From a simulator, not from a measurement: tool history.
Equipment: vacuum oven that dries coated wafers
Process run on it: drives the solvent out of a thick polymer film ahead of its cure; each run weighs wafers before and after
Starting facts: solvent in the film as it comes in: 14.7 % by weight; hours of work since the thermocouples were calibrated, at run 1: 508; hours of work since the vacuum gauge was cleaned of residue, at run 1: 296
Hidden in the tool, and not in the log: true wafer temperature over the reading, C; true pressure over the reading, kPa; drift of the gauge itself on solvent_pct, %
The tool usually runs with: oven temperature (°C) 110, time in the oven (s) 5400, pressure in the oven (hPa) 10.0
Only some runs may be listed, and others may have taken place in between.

| run | day | oven temperature (°C) | time in the oven (s) | pressure in the oven (hPa) | hours of work since the thermocouples were calibrated | hours of work since the vacuum gauge was cleaned of residue | solvent left in the film (%) |
|---|---|---|---|---|---|---|---|
| 1 | 0.000 | 110 | 5400 | 10.0 | 508 | 296 | 3.34 |
| 2 | 0.400 | 110 | 5400 | 10.0 | 514 | 302 | 3.29 |
| 3 | 0.842 | 110 | 5400 | 10.0 | 520 | 309 | 3.32 |
| 4 | 1.175 | 110 | 5400 | 17.2 | 525 | 314 | 3.50 |
| 5 | 1.571 | 110 | 5400 | 10.0 | 532 | 320 | 3.26 |
| 6 | 2.296 | 110 | 5400 | 10.0 | 543 | 331 | 3.33 |
| 7 | 2.671 | 110 | 5400 | 10.0 | 548 | 337 | 3.30 |
| 8 | 3.104 | 110 | 5400 | 10.0 | 555 | 344 | 3.34 |
| 9 | 3.821 | 110 | 5400 | 10.0 | 566 | 354 | 3.33 |
| 10 | 4.421 | 110 | 5400 | 10.0 | 575 | 364 | 3.31 |
| 11 | 4.988 | 110 | 5400 | 10.0 | 584 | 372 | 3.31 |
| 12 | 5.546 | 110 | 5400 | 10.0 | 592 | 381 | 3.25 |
| 13 | 6.029 | 111 | 5400 | 10.0 | 599 | 388 | 3.05 |
| 14 | 6.721 | 110 | 3600 | 10.0 | 610 | 399 | 4.99 |
| 15 | 7.342 | 114 | 6840 | 32.4 | 619 | 408 | 2.36 |
| 16 | 7.992 | 114 | 6840 | 32.4 | 629 | 418 | 2.36 |
| 17 | 8.700 | 114 | 6840 | 32.4 | 640 | 429 | 2.37 |
| 18 | 9.271 | 110 | 3720 | 8.3 | 649 | 438 | 4.74 |
| 19 | 9.642 | 110 | 3720 | 8.3 | 654 | 443 | 4.74 |
| 20 | 10.046 | 117 | 5400 | 5.1 | 661 | 449 | 1.58 |
| 21 | 10.525 | 117 | 7980 | 33.4 | 668 | 457 | 1.58 |
| 22 | 11.121 | 112 | 5760 | 10.0 | 677 | 466 | 2.55 |
|  | 11.325 | oven's thermocouples calibrated |
| 23 | 11.500 | 119 | 5400 | 21.7 | 3 | 470 | 1.99 |
| 24 | 12.188 | 106 | 7200 | 21.7 | 13 | 481 | 3.92 |
| 25 | 12.746 | 106 | 6360 | 10.0 | 22 | 489 | 3.96 |
| 26 | 13.442 | 97 | 5400 | 10.0 | 32 | 500 | 7.03 |
| 27 | 13.767 | 109 | 5400 | 10.0 | 37 | 505 | 3.88 |
| 28 | 14.367 | 109 | 5400 | 10.0 | 46 | 514 | 3.86 |

Per-run results on a tool with no hidden state, each run keeping its own random variation:
| run | solvent left in the film (%) |
|---|---|
| 1 | 3.54 |
| 2 | 3.49 |
| 3 | 3.52 |
| 4 | 3.71 |
| 5 | 3.46 |
| 6 | 3.55 |
| 7 | 3.52 |
| 8 | 3.56 |
| 9 | 3.55 |
| 10 | 3.54 |
| 11 | 3.54 |
| 12 | 3.48 |
| 13 | 3.28 |
| 14 | 5.25 |
| 15 | 2.54 |
| 16 | 2.54 |
| 17 | 2.55 |
| 18 | 5.02 |
| 19 | 5.02 |
| 20 | 1.77 |
| 21 | 1.70 |
| 22 | 2.79 |
| 23 | 1.92 |
| 24 | 3.84 |
| 25 | 3.89 |
| 26 | 6.96 |
| 27 | 3.82 |
| 28 | 3.80 |

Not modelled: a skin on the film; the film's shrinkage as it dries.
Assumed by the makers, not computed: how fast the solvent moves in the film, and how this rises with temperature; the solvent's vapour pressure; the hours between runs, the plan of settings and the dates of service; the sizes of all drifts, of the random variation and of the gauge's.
